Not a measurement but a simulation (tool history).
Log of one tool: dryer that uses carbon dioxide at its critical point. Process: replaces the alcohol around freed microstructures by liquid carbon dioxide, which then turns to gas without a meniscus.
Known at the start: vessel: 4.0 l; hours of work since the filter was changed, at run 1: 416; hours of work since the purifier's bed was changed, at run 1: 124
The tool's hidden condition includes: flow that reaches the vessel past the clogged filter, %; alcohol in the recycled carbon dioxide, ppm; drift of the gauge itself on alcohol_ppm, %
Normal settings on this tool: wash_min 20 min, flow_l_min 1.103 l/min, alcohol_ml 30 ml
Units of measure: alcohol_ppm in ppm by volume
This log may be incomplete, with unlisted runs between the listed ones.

| run | hour | wash_min | flow_l_min | alcohol_ml | hours of work since the filter was changed | hours of work since the purifier's bed was changed | alcohol_ppm |
|---|---|---|---|---|---|---|---|
| 1 | 0.0 | 20 | 1.103 | 30 | 416 | 124 | 143 |
| 2 | 8.0 | 20 | 1.103 | 30 | 419 | 128 | 138 |
| 3 | 17.8 | 20 | 1.103 | 30 | 423 | 132 | 141 |
| 4 | 26.1 | 20 | 1.103 | 30 | 427 | 136 | 153 |
| 5 | 35.8 | 20 | 1.150 | 30 | 431 | 140 | 136 |
| 6 | 41.7 | 20 | 1.150 | 30 | 434 | 143 | 141 |
| 7 | 48.4 | 20 | 1.150 | 30 | 437 | 146 | 133 |
| 8 | 56.7 | 20 | 1.150 | 30 | 441 | 150 | 132 |
| 9 | 67.3 | 20 | 1.150 | 30 | 445 | 154 | 133 |
| 10 | 75.9 | 20 | 1.103 | 55 | 449 | 158 | 260 |
| 11 | 83.1 | 20 | 1.103 | 30 | 452 | 161 | 157 |
| 12 | 88.9 | 20 | 1.103 | 30 | 455 | 164 | 167 |
| 13 | 101.5 | 20 | 1.103 | 30 | 460 | 169 | 174 |
| 14 | 106.7 | 20 | 1.103 | 77 | 463 | 172 | 361 |
| 15 | 115.7 | 20 | 1.103 | 77 | 467 | 176 | 368 |
| 16 | 127.3 | 20 | 1.103 | 77 | 472 | 181 | 359 |
| 17 | 134.2 | 20 | 1.103 | 77 | 475 | 184 | 365 |
| 18 | 146.3 | 20 | 1.103 | 77 | 480 | 189 | 356 |
| 19 | 152.9 | 20 | 1.103 | 77 | 483 | 192 | 365 |
| 20 | 158.9 | 20 | 1.103 | 77 | 486 | 195 | 378 |
| 21 | 167.7 | 20 | 1.103 | 77 | 490 | 199 | 381 |
| 22 | 174.3 | 20 | 1.103 | 77 | 493 | 202 | 386 |
| 23 | 179.8 | 20 | 1.103 | 36 | 495 | 204 | 197 |
| 24 | 187.4 | 20 | 1.103 | 36 | 498 | 207 | 204 |
| 25 | 194.6 | 18 | 1.710 | 48 | 502 | 211 | 95 |
| 26 | 203.3 | 18 | 1.710 | 48 | 505 | 214 | 85 |
| 27 | 210.7 | 18 | 1.103 | 23 | 509 | 218 | 195 |
| 28 | 218.8 | 18 | 1.103 | 23 | 512 | 221 | 199 |
| 29 | 227.2 | 24 | 1.530 | 29 | 516 | 225 | 56 |
| 30 | 238.2 | 22 | 0.780 | 34 | 521 | 230 | 427 |
| 31 | 248.3 | 18 | 1.050 | 28 | 525 | 234 | 269 |
| 32 | 258.2 | 18 | 1.020 | 55 | 530 | 239 | 527 |
| 33 | 265.9 | 18 | 1.020 | 55 | 533 | 242 | 549 |
| 34 | 277.9 | 30 | 1.200 | 30 | 539 | 247 | 60 |
| 35 | 284.6 | 20 | 1.170 | 34 | 542 | 250 | 177 |
| 36 | 293.7 | 20 | 1.170 | 34 | 546 | 254 | 168 |
| 37 | 303.3 | 20 | 1.170 | 34 | 550 | 259 | 183 |
| 38 | 311.5 | 16 | 1.170 | 50 | 553 | 262 | 488 |
| 39 | 317.0 | 16 | 1.170 | 50 | 556 | 265 | 497 |
| 40 | 328.8 | 29 | 1.670 | 27 | 561 | 270 | 60 |
| 41 | 335.0 | 29 | 1.670 | 27 | 564 | 273 | 60 |
| 42 | 344.3 | 29 | 1.670 | 27 | 568 | 277 | 60 |
| 43 | 352.0 | 16 | 0.670 | 22 | 571 | 280 | 864 |
| 44 | 357.9 | 16 | 0.670 | 22 | 574 | 283 | 876 |
| 45 | 367.4 | 16 | 0.670 | 22 | 578 | 287 | 860 |

Expected results for the next run?
|  | 373.9 | inlet filter changed |
| 46 | 378.0 | 16 | 0.670 | 33 | 2 | 291 | ? |

Run 46 yielded alcohol_ppm 913 ppm by volume.
Take away the tool's hidden state, keep the run-to-run variation as it was, and the same run would have given alcohol_ppm 855 ppm by volume.

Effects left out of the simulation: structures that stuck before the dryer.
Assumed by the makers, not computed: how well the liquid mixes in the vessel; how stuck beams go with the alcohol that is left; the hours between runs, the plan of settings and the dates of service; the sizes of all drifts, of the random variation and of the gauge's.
